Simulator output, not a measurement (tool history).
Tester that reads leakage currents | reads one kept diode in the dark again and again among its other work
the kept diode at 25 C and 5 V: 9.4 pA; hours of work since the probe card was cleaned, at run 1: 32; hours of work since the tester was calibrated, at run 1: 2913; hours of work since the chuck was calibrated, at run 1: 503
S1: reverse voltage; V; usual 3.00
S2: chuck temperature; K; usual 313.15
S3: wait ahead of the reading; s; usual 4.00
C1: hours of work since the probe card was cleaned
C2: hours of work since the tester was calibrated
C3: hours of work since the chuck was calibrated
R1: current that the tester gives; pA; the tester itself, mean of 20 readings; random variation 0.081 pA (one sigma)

Run 1, day 0.000: usual settings; C1 32; C2 2913; C3 503. Result: R1 21.85 pA.
Run 2, day 2.617: usual settings but S1 15.36 V; C1 71; C2 2951; C3 541. Result: R1 54.53 pA.
Run 3, day 6.000: usual settings but S1 15.36 V; C1 120; C2 3001; C3 591. Result: R1 54.97 pA.
Run 4, day 9.883: usual settings but S1 4.58 V; C1 177; C2 3058; C3 648. Result: R1 28.19 pA.
Run 5, day 11.938: usual settings but S1 4.58 V; C1 208; C2 3088; C3 678. Result: R1 28.18 pA.
Run 6, day 15.042: usual settings but S1 4.58 V; C1 253; C2 3134; C3 724. Result: R1 28.75 pA.
Run 7, day 18.725: usual settings but S1 7.99 V, S3 0.70 s; C1 307; C2 3188; C3 778. Result: R1 41.36 pA.
At day 19.208: chuck's temperature calibrated.
Run 8, day 23.788: usual settings but S3 2.12 s; C1 380; C2 3261; C3 67. Result: R1 23.33 pA.
Run 9, day 28.192: usual settings but S3 2.12 s; C1 445; C2 3325; C3 132. Result: R1 23.38 pA.
At day 30.717: chuck's temperature calibrated, once more.
Run 10, day 32.067: usual settings but S3 5.11 s; C1 500; C2 3381; C3 20. Result: R1 21.75 pA.
Run 11, day 35.175: usual settings but S3 5.11 s; C1 546; C2 3426; C3 65. Result: R1 21.76 pA.
Run 12, day 37.500: usual settings but S1 2.49 V, S2 300.15 K, S3 5.11 s; C1 580; C2 3460; C3 100. Result: R1 8.31 pA.

5 ways to go on from here, each from the tool as it stands after run 12. What would each give?
Run A, day 39.675: usual settings but S3 0.65 s; C1 612; C2 3492; C3 131. Result: R1 ?.
Run B, day 39.675: usual settings but S1 2.49 V, S2 300.15 K, S3 1.84 s; C1 612; C2 3492; C3 131. Result: R1 ?.
Run C, day 39.675: usual settings but S1 5.74 V, S2 297.15 K, S3 5.11 s; C1 612; C2 3492; C3 131. Result: R1 ?.
Run D, day 39.675: usual settings but S1 1.67 V, S2 301.15 K, S3 1.29 s; C1 612; C2 3492; C3 131. Result: R1 ?.
Run E, day 39.675: usual settings but S1 15.97 V, S2 294.15 K, S3 7.49 s; C1 612; C2 3492; C3 131. Result: R1 ?.

run     R1
  A  22.91
  B   8.62
  C  11.66
  D   7.22
  E  19.29
Without the tool's hidden state the same runs would have given:
run     R1
  A  21.88
  B   7.76
  C   9.67
  D   6.64
  E  13.77
